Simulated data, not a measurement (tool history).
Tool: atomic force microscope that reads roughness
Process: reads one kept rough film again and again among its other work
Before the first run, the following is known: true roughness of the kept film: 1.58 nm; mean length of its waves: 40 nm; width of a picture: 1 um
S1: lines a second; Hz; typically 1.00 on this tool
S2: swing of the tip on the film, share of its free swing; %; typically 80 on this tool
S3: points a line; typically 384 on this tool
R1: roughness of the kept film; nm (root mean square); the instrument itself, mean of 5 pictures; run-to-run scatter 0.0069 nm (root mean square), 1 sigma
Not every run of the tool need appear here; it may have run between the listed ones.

{"run": 1, "hour": 0.0, "S1": 1.0, "S2": 80, "S3": 384, "R1": 1.32}
{"hour": 34.1, "done": "new tip fitted"}
{"run": 2, "hour": 60.3, "S1": 1.0, "S2": 80, "S3": 712, "R1": 1.386}
{"run": 3, "hour": 112.8, "S1": 1.0, "S2": 80, "S3": 712, "R1": 1.352}
{"run": 4, "hour": 149.1, "S1": 1.0, "S2": 80, "S3": 384, "R1": 1.321}
{"hour": 179.5, "done": "new tip fitted"}
{"run": 5, "hour": 179.6, "S1": 1.0, "S2": 80, "S3": 384, "R1": 1.401}
{"run": 6, "hour": 214.3, "S1": 2.74, "S2": 80, "S3": 384, "R1": 1.218}
{"run": 7, "hour": 247.7, "S1": 1.0, "S2": 80, "S3": 384, "R1": 1.347}
{"run": 8, "hour": 311.6, "S1": 1.0, "S2": 80, "S3": 434, "R1": 1.31}
{"hour": 326.2, "done": "new tip fitted"}
{"run": 9, "hour": 350.5, "S1": 2.15, "S2": 80, "S3": 384, "R1": 1.269}
{"run": 10, "hour": 393.1, "S1": 1.0, "S2": 80, "S3": 384, "R1": 1.359}
{"run": 11, "hour": 427.8, "S1": 1.0, "S2": 80, "S3": 384, "R1": 1.327}
{"hour": 471.4, "done": "new tip fitted"}
{"run": 12, "hour": 471.4, "S1": 1.0, "S2": 80, "S3": 384, "R1": 1.414}
{"run": 13, "hour": 509.3, "S1": 1.0, "S2": 80, "S3": 384, "R1": 1.378}
{"run": 14, "hour": 545.5, "S1": 1.0, "S2": 80, "S3": 384, "R1": 1.35}
{"run": 15, "hour": 610.4, "S1": 1.0, "S2": 80, "S3": 274, "R1": 1.301}
{"hour": 617.0, "done": "new tip fitted"}
{"run": 16, "hour": 644.3, "S1": 1.0, "S2": 56, "S3": 274, "R1": 1.469}
{"run": 17, "hour": 685.8, "S1": 1.0, "S2": 80, "S3": 384, "R1": 1.351}
{"run": 18, "hour": 750.1, "S1": 1.0, "S2": 80, "S3": 973, "R1": 1.315}
{"hour": 764.4, "done": "new tip fitted"}
{"run": 19, "hour": 779.7, "S1": 1.0, "S2": 80, "S3": 384, "R1": 1.391}
{"run": 20, "hour": 807.9, "S1": 1.0, "S2": 80, "S3": 474, "R1": 1.366}
{"run": 21, "hour": 852.5, "S1": 1.73, "S2": 80, "S3": 384, "R1": 1.257}
{"hour": 856.8, "done": "height scale calibrated on a step standard"}
{"run": 22, "hour": 893.1, "S1": 1.0, "S2": 80, "S3": 384, "R1": 1.301}
{"hour": 914.4, "done": "new tip fitted"}
{"run": 23, "hour": 948.8, "S1": 1.0, "S2": 80, "S3": 383, "R1": 1.395}
{"hour": 998.2, "done": "height scale calibrated on a step standard, once more"}
{"run": 24, "hour": 998.2, "S1": 1.0, "S2": 80, "S3": 383, "R1": 1.331}
{"run": 25, "hour": 1028.1, "S1": 1.0, "S2": 80, "S3": 384, "R1": 1.304}
{"hour": 1060.6, "done": "new tip fitted"}
{"run": 26, "hour": 1071.7, "S1": 1.0, "S2": 80, "S3": 384, "R1": 1.371}
{"run": 27, "hour": 1117.8, "S1": 1.0, "S2": 80, "S3": 384, "R1": 1.341}
{"run": 28, "hour": 1176.3, "S1": 0.5, "S2": 80, "S3": 540, "R1": 1.362}
{"hour": 1208.8, "done": "new tip fitted"}
{"run": 29, "hour": 1210.4, "S1": 2.9, "S2": 81, "S3": 690, "R1": 1.199}
{"run": 30, "hour": 1243.5, "S1": 3.81, "S2": 80, "S3": 933, "R1": 1.127}
{"run": 31, "hour": 1303.8, "S1": 3.81, "S2": 80, "S3": 933, "R1": 1.083}
{"run": 32, "hour": 1338.1, "S1": 1.77, "S2": 80, "S3": 384, "R1": 1.231}
{"hour": 1357.6, "done": "new tip fitted"}
{"run": 33, "hour": 1370.5, "S1": 1.0, "S2": 69, "S3": 384, "R1": 1.438}
{"run": 34, "hour": 1402.6, "S1": 1.0, "S2": 69, "S3": 613, "R1": 1.402}
{"run": 35, "hour": 1465.4, "S1": 2.93, "S2": 66, "S3": 598, "R1": 1.275}
{"run": 36, "hour": 1495.3, "S1": 1.76, "S2": 56, "S3": 994, "R1": 1.36}
{"hour": 1506.9, "done": "new tip fitted"}
{"run": 37, "hour": 1533.0, "S1": 3.14, "S2": 60, "S3": 689, "R1": 1.388}
{"run": 38, "hour": 1561.5, "S1": 3.14, "S2": 60, "S3": 689, "R1": 1.359}
{"run": 39, "hour": 1626.4, "S1": 3.14, "S2": 60, "S3": 689, "R1": 1.304}
{"hour": 1655.8, "done": "new tip fitted"}
{"run": 40, "hour": 1663.5, "S1": 2.7, "S2": 86, "S3": 662, "R1": 1.17}
{"run": 41, "hour": 1709.0, "S1": 1.0, "S2": 80, "S3": 414, "R1": 1.354}
{"run": 42, "hour": 1760.0, "S1": 1.0, "S2": 80, "S3": 414, "R1": 1.318}
{"hour": 1803.5, "done": "new tip fitted"}
{"run": 43, "hour": 1823.7, "S1": 0.52, "S2": 77, "S3": 414, "R1": 1.44}
{"run": 44, "hour": 1868.6, "S1": 0.52, "S2": 77, "S3": 414, "R1": 1.411}
{"run": 45, "hour": 1902.0, "S1": 2.09, "S2": 77, "S3": 364, "R1": 1.247}
{"run": 46, "hour": 1933.9, "S1": 1.23, "S2": 80, "S3": 1015, "R1": 1.288}
{"hour": 1952.1, "done": "new tip fitted"}
{"run": 47, "hour": 1991.6, "S1": 1.23, "S2": 80, "S3": 1015, "R1": 1.36}
{"run": 48, "hour": 2024.0, "S1": 1.28, "S2": 82, "S3": 361, "R1": 1.307}
{"run": 49, "hour": 2079.3, "S1": 1.0, "S2": 69, "S3": 384, "R1": 1.339}
{"hour": 2101.4, "done": "new tip fitted"}
{"run": 50, "hour": 2136.9, "S1": 1.0, "S2": 69, "S3": 384, "R1": 1.426}
{"run": 51, "hour": 2172.6, "S1": 2.88, "S2": 80, "S3": 525, "R1": 1.173}

Some steps in R1, run to run, broken into two amounts with sign: the step expected even without the hidden condition (settings, incoming material, random variation), and the rest, left for the hidden condition together with whatever gauge scatter is not in both the measured and the hidden-condition-free result:
Unlogged tool condition in this case: radius of the tip, nm; height scale over the true one, %; drift of the gauge itself on roughness_nm, %.
Run 8 -> 9: S1 1.00 -> 2.15, S3 434 -> 384, new tip fitted. R1 -0.041 nm (root mean square): hidden state +0.085, all else -0.126.
Run 22 -> 23: S3 384 -> 383, new tip fitted. R1 +0.094 nm (root mean square): hidden state +0.088, all else +0.006.
Run 28 -> 29: S1 0.50 -> 2.90, S2 80 -> 81, S3 540 -> 690, new tip fitted. R1 -0.163 nm (root mean square): hidden state +0.086, all else -0.249.
Run 32 -> 33: S1 1.77 -> 1.00, S2 80 -> 69, new tip fitted. R1 +0.207 nm (root mean square): hidden state +0.083, all else +0.124.
Run 40 -> 41: S1 2.70 -> 1.00, S2 86 -> 80, S3 662 -> 414. R1 +0.184 nm (root mean square): hidden state -0.035, all else +0.219.
Run 50 -> 51: S1 1.00 -> 2.88, S2 69 -> 80, S3 384 -> 525. R1 -0.253 nm (root mean square): hidden state -0.019, all else -0.234.

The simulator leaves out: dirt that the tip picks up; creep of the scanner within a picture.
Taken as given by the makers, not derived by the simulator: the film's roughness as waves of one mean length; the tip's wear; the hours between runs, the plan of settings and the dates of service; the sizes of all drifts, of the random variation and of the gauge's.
